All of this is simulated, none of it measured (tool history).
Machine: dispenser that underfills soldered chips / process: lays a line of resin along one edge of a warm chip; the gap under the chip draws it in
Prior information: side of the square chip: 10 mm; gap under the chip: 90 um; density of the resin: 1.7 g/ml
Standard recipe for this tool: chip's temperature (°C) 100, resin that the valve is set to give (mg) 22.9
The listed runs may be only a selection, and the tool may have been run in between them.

run   hour  chip's temperature (°C)  resin that the valve is set to give (mg)  time until the resin shows at the far edge (s)  resin that the valve gave (mg)
  1    0.0                      100                                      22.9                                            96.7                           22.74
       5.4  -- new syringe of resin
  2    7.7                      100                                      24.8                                            96.3                           24.49
      13.4  -- new syringe of resin
  3   17.7                      100                                      22.9                                           106.4                           22.47
      21.0  -- new syringe of resin
  4   26.0                      100                                      22.9                                           112.4                           22.39
      28.6  -- new syringe of resin
  5   33.2                      100                                      22.6                                           108.7                           22.05
      36.1  -- new syringe of resin
      43.7  -- new syringe of resin
  6   44.0                      100                                      22.1                                            86.2                           21.48
      46.7  -- dispensing valve cleaned and set on the balance
      52.7  -- new syringe of resin
  7   54.5                      100                                      22.9                                            95.4                           22.82
      60.2  -- new syringe of resin
  8   60.4                      100                                      22.9                                            85.7                           22.73
  9   65.8                      100                                      22.1                                           114.6                           21.84
      67.8  -- new syringe of resin
 10   72.2                      100                                      24.5                                           109.4                           24.22
      75.5  -- new syringe of resin
 11   78.6                      100                                      24.5                                            98.9                           24.02
      83.2  -- new syringe of resin
 12   88.9                      111                                      22.9                                            86.8                           22.45
      90.9  -- new syringe of resin
 13   98.0                      100                                      22.9                                           124.5                           22.37
      98.9  -- new syringe of resin
     106.7  -- dispensing valve cleaned and set on the balance
     107.5  -- new syringe of resin
 14  108.9                      100                                      22.9                                            91.2                           22.93
     115.5  -- new syringe of resin
 15  116.9                      100                                      29.0                                            89.7                           28.85
     123.0  -- new syringe of resin
 16  128.0                      100                                      22.9                                           109.0                           22.73
     131.2  -- new syringe of resin
     139.2  -- new syringe of resin
 17  139.5                      100                                      21.4                                            88.7                           21.15
 18  145.5                      100                                      21.4                                           122.2                           21.06
     146.8  -- new syringe of resin
 19  153.7                      100                                      21.4                                           123.1                           20.98
     154.5  -- new syringe of resin
 20  160.1                      114                                      26.5                                            74.6                           25.79
     162.8  -- new syringe of resin
 21  165.3                       99                                      29.4                                            96.1                           28.50
     167.1  -- dispensing valve cleaned and set on the balance
     171.5  -- new syringe of resin
 22  175.6                      112                                      27.3                                            74.0                           27.23
     179.7  -- new syringe of resin
 23  183.2                      112                                      27.3                                            70.3                           27.19
     187.4  -- new syringe of resin
 24  189.7                       88                                      21.7                                           136.6                           21.45
     195.3  -- new syringe of resin
 25  195.3                       88                                      29.4                                           113.1                           29.13
 26  200.5                      100                                      26.6                                           107.6                           26.29
     203.0  -- new syringe of resin
 27  207.8                       92                                      22.0                                           135.4                           21.61
     210.5  -- new syringe of resin
     218.1  -- new syringe of resin
 28  218.2                       92                                      22.0                                           106.2                           21.49
 29  223.5                      100                                      28.6                                           109.2                           27.90
     226.2  -- new syringe of resin
     227.8  -- dispensing valve cleaned and set on the balance
     234.7  -- new syringe of resin
 30  236.1                      100                                      28.6                                            87.1                           28.54
     242.2  -- new syringe of resin
 31  243.8                      111                                      27.3                                            66.1                           27.04
     250.2  -- new syringe of resin
 32  253.3                      102                                      19.9                                            97.2                           19.64
     258.4  -- new syringe of resin
 33  259.1                      102                                      19.9                                            84.2                           19.62
     265.9  -- new syringe of resin
 34  268.6                      110                                      23.5                                            73.3                           23.10

Subtracting, for every run, the result it would have given without the tool's unlogged condition from the measured result gives the following. The same run-to-run variation enters both numbers; the gauge's scatter may not:
The tool's hidden condition here consists of: resin's viscosity, % of fresh resin's; dose that the valve gives, % of what is set; true chip temperature over the reading, C; drift of the gauge itself on fill_s, %; drift of the gauge itself on given_mg, %.
run  time until the resin shows at the far edge (s)  resin that the valve gave (mg)
  1                                           +10.8                           -0.22
  2                                           +12.7                           -0.33
  3                                           +23.0                           -0.42
  4                                           +26.8                           -0.51
  5                                           +23.4                           -0.57
  6                                            +0.6                           -0.68
  7                                           +10.4                           -0.09
  8                                            +1.5                           -0.15
  9                                           +30.2                           -0.20
 10                                           +24.4                           -0.29
 11                                           +15.7                           -0.37
 12                                           +24.4                           -0.45
 13                                           +38.8                           -0.54
 14                                            +6.3                           +0.02
 15                                            +7.6                           -0.09
 16                                           +24.1                           -0.21
 17                                            +3.0                           -0.32
 18                                           +36.6                           -0.39
 19                                           +37.5                           -0.48
 20                                           +18.3                           -0.66
 21                                           +11.1                           -0.80
 22                                           +13.9                           -0.09
 23                                           +10.8                           -0.19
 24                                           +14.1                           -0.22
 25                                            -2.3                           -0.38
 26                                           +24.3                           -0.41
 27                                           +28.5                           -0.43
 28                                            -1.0                           -0.52
 29                                           +25.4                           -0.76
 30                                            +4.3                           -0.08
 31                                            +4.8                           -0.17
 32                                           +15.3                           -0.22
 33                                            +1.8                           -0.28
 34                                            +9.2                           -0.45
